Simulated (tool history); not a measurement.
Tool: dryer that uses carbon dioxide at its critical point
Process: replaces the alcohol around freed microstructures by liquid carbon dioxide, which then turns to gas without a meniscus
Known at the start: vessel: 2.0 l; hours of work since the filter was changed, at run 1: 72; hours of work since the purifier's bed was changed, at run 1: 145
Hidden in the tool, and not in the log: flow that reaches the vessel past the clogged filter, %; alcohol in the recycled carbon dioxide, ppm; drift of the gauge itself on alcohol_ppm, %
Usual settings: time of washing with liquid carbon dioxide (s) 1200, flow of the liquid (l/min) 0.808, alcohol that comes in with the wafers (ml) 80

run	hour	time of washing with liquid carbon dioxide (s)	flow of the liquid (l/min)	alcohol that comes in with the wafers (ml)	hours of work since the filter was changed	hours of work since the purifier's bed was changed	alcohol left in the vessel before it's heated (ppm by volume)
1	0	1200	0.808	80	72	145	116
2	46	1200	0.808	80	97	170	123
3	89.7	1200	0.808	80	120	193	121
4	118	1200	0.808	80	136	209	128
5	140.8	1200	0.808	80	148	221	141
6	169.4	1200	0.808	80	163	236	139
7	194.4	1200	0.808	80	176	250	151
8	225.6	1200	1.26	80	193	266	23
9	253.1	1200	1.26	80	208	281	30
10	278	1200	1.26	80	221	294	33
11	315.1	1200	0.808	80	241	314	163
12	349.7	1200	0.808	114	260	333	225
13	393.4	1200	0.808	114	283	356	245
14	434.4	1200	0.808	114	305	378	257
15	464.3	1200	0.808	114	321	394	261
16	495.6	1200	0.808	25	338	411	73
17	532.5	1200	0.808	25	358	431	82
18	558.5	1200	0.808	25	371	445	82
19	579.4	1200	0.985	80	383	456	86
20	611.3	1200	0.661	80	400	473	522
21	637.2	1800	0.662	80	414	487	90
22	664.3	1800	0.662	80	428	501	97
23	695.6	840	0.75	20	445	518	354
24	716.5	1380	1.056	26	456	529	40
25	750.7	1380	0.808	43	474	547	81
# hour 774: inlet filter changed
26	774	780	0.708	42	0	559	669
27	811.8	1440	0.808	63	20	580	63
28	857.3	1200	0.999	23	45	604	38
29	889.1	1200	1.258	82	62	621	41
30	924.5	1200	1.258	82	81	640	53
31	961.4	1200	1.258	82	100	660	51
32	993.5	1320	0.808	81	118	677	101
33	1031.5	1320	0.808	81	138	697	112
34	1053.2	1860	0.808	81	149	709	48
35	1081.2	1860	0.808	81	164	724	44
36	1125.3	1080	0.993	28	188	748	73

Run 37 comes next. What will it give?
37	1153.7	1080	0.993	28	203	763	?

alcohol left in the vessel before it's heated (ppm by volume): 68
Without the tool's hidden state the same run would have given alcohol left in the vessel before it's heated (ppm by volume) 19.
